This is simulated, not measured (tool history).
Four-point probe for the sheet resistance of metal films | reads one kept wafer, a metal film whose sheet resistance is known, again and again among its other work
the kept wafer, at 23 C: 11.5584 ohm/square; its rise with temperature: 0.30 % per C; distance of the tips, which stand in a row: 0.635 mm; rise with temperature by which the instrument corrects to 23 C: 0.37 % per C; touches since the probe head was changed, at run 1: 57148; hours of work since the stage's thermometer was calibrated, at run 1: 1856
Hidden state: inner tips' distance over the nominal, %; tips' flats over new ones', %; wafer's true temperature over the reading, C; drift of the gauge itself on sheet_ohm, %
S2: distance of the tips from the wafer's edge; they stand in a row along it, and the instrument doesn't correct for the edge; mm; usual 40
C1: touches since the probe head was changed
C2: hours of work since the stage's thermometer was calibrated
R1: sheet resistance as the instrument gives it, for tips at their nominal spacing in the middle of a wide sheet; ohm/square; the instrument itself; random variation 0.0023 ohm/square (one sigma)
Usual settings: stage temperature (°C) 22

Run 1, hour 0: usual settings; C1 57148; C2 1856. Result: R1 11.722588 ohm/square.
Run 2, hour 71.1: usual settings; C1 62017; C2 1910. Result: R1 11.727997 ohm/square.
Run 3, hour 119: usual settings but stage temperature (°C) 24; C1 65290; C2 1946. Result: R1 11.714627 ohm/square.
At hour 164.5: stage's thermometer calibrated.
Run 4, hour 174.6: usual settings but stage temperature (°C) 24, S2 7 mm; C1 69062; C2 8. Result: R1 11.741417 ohm/square.
Run 5, hour 218.3: usual settings; C1 72053; C2 41. Result: R1 11.709605 ohm/square.
Run 6, hour 274.7: usual settings but stage temperature (°C) 23; C1 75913; C2 84. Result: R1 11.700452 ohm/square.
Run 7, hour 334.1: usual settings but stage temperature (°C) 23; C1 79978; C2 129. Result: R1 11.710384 ohm/square.
Run 8, hour 370.4: usual settings; C1 82465; C2 157. Result: R1 11.723233 ohm/square.
Run 9, hour 423.6: usual settings; C1 86104; C2 197. Result: R1 11.726342 ohm/square.
Run 10, hour 457: usual settings but S2 7 mm; C1 88390; C2 223. Result: R1 11.776281 ohm/square.
Run 11, hour 493.4: usual settings but stage temperature (°C) 26, S2 10 mm; C1 90880; C2 250. Result: R1 11.715401 ohm/square.
At hour 552.3: new probe head fitted.
Run 12, hour 560.9: usual settings but stage temperature (°C) 20, S2 8 mm; C1 590; C2 301. Result: R1 11.595347 ohm/square.
Run 13, hour 610.7: usual settings but stage temperature (°C) 27, S2 38 mm; C1 4000; C2 339. Result: R1 11.510481 ohm/square.
Run 14, hour 686.1: usual settings but S2 57 mm; C1 9163; C2 396. Result: R1 11.554143 ohm/square.
Run 15, hour 731.1: usual settings but stage temperature (°C) 24, S2 14 mm; C1 12242; C2 430. Result: R1 11.555404 ohm/square.
Run 16, hour 779.2: usual settings but stage temperature (°C) 20, S2 14 mm; C1 15531; C2 467. Result: R1 11.586271 ohm/square.
Run 17, hour 815.9: usual settings but stage temperature (°C) 24, S2 60 mm; C1 18041; C2 495. Result: R1 11.545974 ohm/square.
Run 18, hour 853.6: usual settings but stage temperature (°C) 24, S2 60 mm; C1 20621; C2 524. Result: R1 11.545946 ohm/square.
Run 19, hour 916.5: usual settings but stage temperature (°C) 24, S2 60 mm; C1 24926; C2 572. Result: R1 11.550482 ohm/square.
Run 20, hour 972.7: usual settings but stage temperature (°C) 24, S2 60 mm; C1 28770; C2 614. Result: R1 11.556068 ohm/square.

Hidden state or all else? Some run-to-run changes of R1, split into what the settings, what came in and random variation would give without the hidden state, and what is left for the hidden state (with any gauge scatter that isn't in both results):
Run 3 -> 4: S2 40 -> 7, stage's thermometer calibrated. R1 +0.02679 ohm/square: hidden state -0.023705, all else +0.050495.
Run 11 -> 12: stage temperature (°C) 26 -> 20, S2 10 -> 8, new probe head fitted. R1 -0.120054 ohm/square: hidden state -0.183923, all else +0.063869.
Run 12 -> 13: stage temperature (°C) 20 -> 27, S2 8 -> 38. R1 -0.084866 ohm/square: hidden state +0.003887, all else -0.088753.
